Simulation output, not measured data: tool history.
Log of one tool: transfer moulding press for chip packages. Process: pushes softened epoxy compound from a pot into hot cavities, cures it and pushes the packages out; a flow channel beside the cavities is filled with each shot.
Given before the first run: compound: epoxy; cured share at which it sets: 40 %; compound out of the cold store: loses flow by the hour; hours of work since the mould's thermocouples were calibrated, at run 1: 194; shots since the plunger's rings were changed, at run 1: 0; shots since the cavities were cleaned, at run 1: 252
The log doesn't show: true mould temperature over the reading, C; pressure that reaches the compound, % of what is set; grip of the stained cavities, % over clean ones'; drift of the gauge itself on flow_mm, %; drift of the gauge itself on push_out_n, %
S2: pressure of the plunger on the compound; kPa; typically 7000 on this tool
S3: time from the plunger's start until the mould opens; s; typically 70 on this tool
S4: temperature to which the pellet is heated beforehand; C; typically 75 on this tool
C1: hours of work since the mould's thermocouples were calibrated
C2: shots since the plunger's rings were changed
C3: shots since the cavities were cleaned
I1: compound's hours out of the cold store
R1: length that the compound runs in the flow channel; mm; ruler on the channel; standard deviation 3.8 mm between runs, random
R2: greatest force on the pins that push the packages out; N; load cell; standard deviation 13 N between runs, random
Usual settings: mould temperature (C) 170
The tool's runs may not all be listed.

run 1 hour=0.0 | mould_temperature_(C)=170 S2=7000 S3=70 S4=75 | C1=194 C2=0 C3=252 | I1=38.3 | R1=505 R2=925
run 2 hour=45.8 | mould_temperature_(C)=170 S2=7000 S3=70 S4=75 | C1=216 C2=518 C3=770 | I1=44.8 | R1=488 R2=1169
-- hour=68.6 cavities cleaned with cleaning compound and waxed
run 3 hour=68.6 | mould_temperature_(C)=170 S2=7000 S3=70 S4=75 | C1=226 C2=760 C3=0 | I1=25.5 | R1=537 R2=658
run 4 hour=105.5 | mould_temperature_(C)=170 S2=7000 S3=70 S4=75 | C1=244 C2=1177 C3=417 | I1=33.8 | R1=503 R2=1053
run 5 hour=135.4 | mould_temperature_(C)=170 S2=7000 S3=70 S4=75 | C1=258 C2=1515 C3=755 | I1=19.8 | R1=524 R2=1290
run 6 hour=155.0 | mould_temperature_(C)=170 S2=7000 S3=70 S4=75 | C1=267 C2=1737 C3=977 | I1=41.2 | R1=487 R2=1275
-- hour=160.6 cavities cleaned with cleaning compound and waxed
run 7 hour=183.0 | mould_temperature_(C)=170 S2=6350 S3=70 S4=75 | C1=280 C2=2038 C3=254 | I1=11.6 | R1=519 R2=981
run 8 hour=215.3 | mould_temperature_(C)=170 S2=8270 S3=70 S4=75 | C1=296 C2=2403 C3=619 | I1=31.4 | R1=545 R2=1196
-- hour=253.8 cavities cleaned with cleaning compound and waxed
run 9 hour=257.6 | mould_temperature_(C)=170 S2=7880 S3=70 S4=75 | C1=315 C2=2864 C3=43 | I1=37.9 | R1=505 R2=716
run 10 hour=302.4 | mould_temperature_(C)=170 S2=7000 S3=70 S4=82 | C1=337 C2=3371 C3=550 | I1=25.0 | R1=513 R2=1133
-- hour=346.7 cavities cleaned with cleaning compound and waxed
run 11 hour=347.2 | mould_temperature_(C)=170 S2=7000 S3=70 S4=74 | C1=358 C2=3862 C3=5 | I1=39.1 | R1=475 R2=627
run 12 hour=369.3 | mould_temperature_(C)=170 S2=7000 S3=70 S4=75 | C1=368 C2=4112 C3=255 | I1=27.4 | R1=500 R2=968
run 13 hour=407.9 | mould_temperature_(C)=170 S2=7000 S3=70 S4=75 | C1=387 C2=4548 C3=691 | I1=16.0 | R1=507 R2=1289
run 14 hour=429.7 | mould_temperature_(C)=164 S2=7000 S3=70 S4=75 | C1=398 C2=4796 C3=939 | I1=15.5 | R1=524 R2=2086
-- hour=439.5 cavities cleaned with cleaning compound and waxed
run 15 hour=451.1 | mould_temperature_(C)=164 S2=7000 S3=62 S4=75 | C1=407 C2=5020 C3=131 | I1=15.0 | R1=525 R2=1659
run 16 hour=472.3 | mould_temperature_(C)=164 S2=7000 S3=102 S4=82 | C1=417 C2=5260 C3=371 | I1=37.4 | R1=474 R2=648
run 17 hour=510.2 | mould_temperature_(C)=164 S2=7000 S3=102 S4=82 | C1=436 C2=5689 C3=800 | I1=12.6 | R1=512 R2=831
-- hour=531.3 cavities cleaned with cleaning compound and waxed
run 18 hour=540.5 | mould_temperature_(C)=172 S2=6940 S3=86 S4=67 | C1=449 C2=6015 C3=104 | I1=28.0 | R1=472 R2=424
run 19 hour=581.1 | mould_temperature_(C)=172 S2=6940 S3=86 S4=67 | C1=469 C2=6475 C3=564 | I1=46.3 | R1=431 R2=629
-- hour=603.3 plunger's sealing rings changed
-- hour=617.4 mould's thermocouples calibrated
run 20 hour=620.7 | mould_temperature_(C)=176 S2=6940 S3=86 S4=83 | C1=2 C2=175 C3=961 | I1=41.4 | R1=479 R2=610
-- hour=628.1 cavities cleaned with cleaning compound and waxed
run 21 hour=645.8 | mould_temperature_(C)=176 S2=6940 S3=86 S4=83 | C1=13 C2=442 C3=200 | I1=45.5 | R1=474 R2=408
run 22 hour=674.4 | mould_temperature_(C)=176 S2=6940 S3=86 S4=83 | C1=27 C2=766 C3=524 | I1=15.8 | R1=530 R2=566
run 23 hour=709.1 | mould_temperature_(C)=176 S2=6940 S3=86 S4=83 | C1=43 C2=1159 C3=917 | I1=38.5 | R1=478 R2=586
-- hour=719.6 cavities cleaned with cleaning compound and waxed
run 24 hour=745.9 | mould_temperature_(C)=176 S2=6940 S3=86 S4=83 | C1=60 C2=1558 C3=298 | I1=44.2 | R1=472 R2=457
run 25 hour=768.1 | mould_temperature_(C)=166 S2=6940 S3=61 S4=83 | C1=71 C2=1809 C3=549 | I1=39.2 | R1=498 R2=1852
-- hour=811.3 cavities cleaned with cleaning compound and waxed
run 26 hour=812.3 | mould_temperature_(C)=170 S2=7000 S3=51 S4=81 | C1=92 C2=2292 C3=11 | I1=19.5 | R1=525 R2=1333
run 27 hour=846.7 | mould_temperature_(C)=170 S2=7000 S3=61 S4=75 | C1=108 C2=2682 C3=401 | I1=20.6 | R1=520 R2=1542
run 28 hour=887.5 | mould_temperature_(C)=170 S2=8520 S3=70 S4=79 | C1=128 C2=3143 C3=862 | I1=21.3 | R1=565 R2=1267

Predict each of these 3 candidate next runs independently; none follows another, all start after run 28:
-- hour=903.4 cavities cleaned with cleaning compound and waxed
run A hour=933.5 | mould_temperature_(C)=177 S2=5670 S3=70 S4=66 | C1=149 C2=3647 C3=340 | I1=35.4 | R1=? R2=?
-- hour=903.4 cavities cleaned with cleaning compound and waxed
run B hour=933.5 | mould_temperature_(C)=170 S2=7600 S3=70 S4=79 | C1=149 C2=3647 C3=340 | I1=17.1 | R1=? R2=?
-- hour=903.4 cavities cleaned with cleaning compound and waxed
run C hour=933.5 | mould_temperature_(C)=170 S2=5800 S3=70 S4=81 | C1=149 C2=3647 C3=340 | I1=17.6 | R1=? R2=?

run=A R1=417 R2=606
run=B R1=540 R2=1013
run=C R1=471 R2=977
The same runs, with their run-to-run variation unchanged, on a tool lacking any hidden condition would have given:
run=A R1=447 R2=389
run=B R1=580 R2=653
run=C R1=505 R2=632
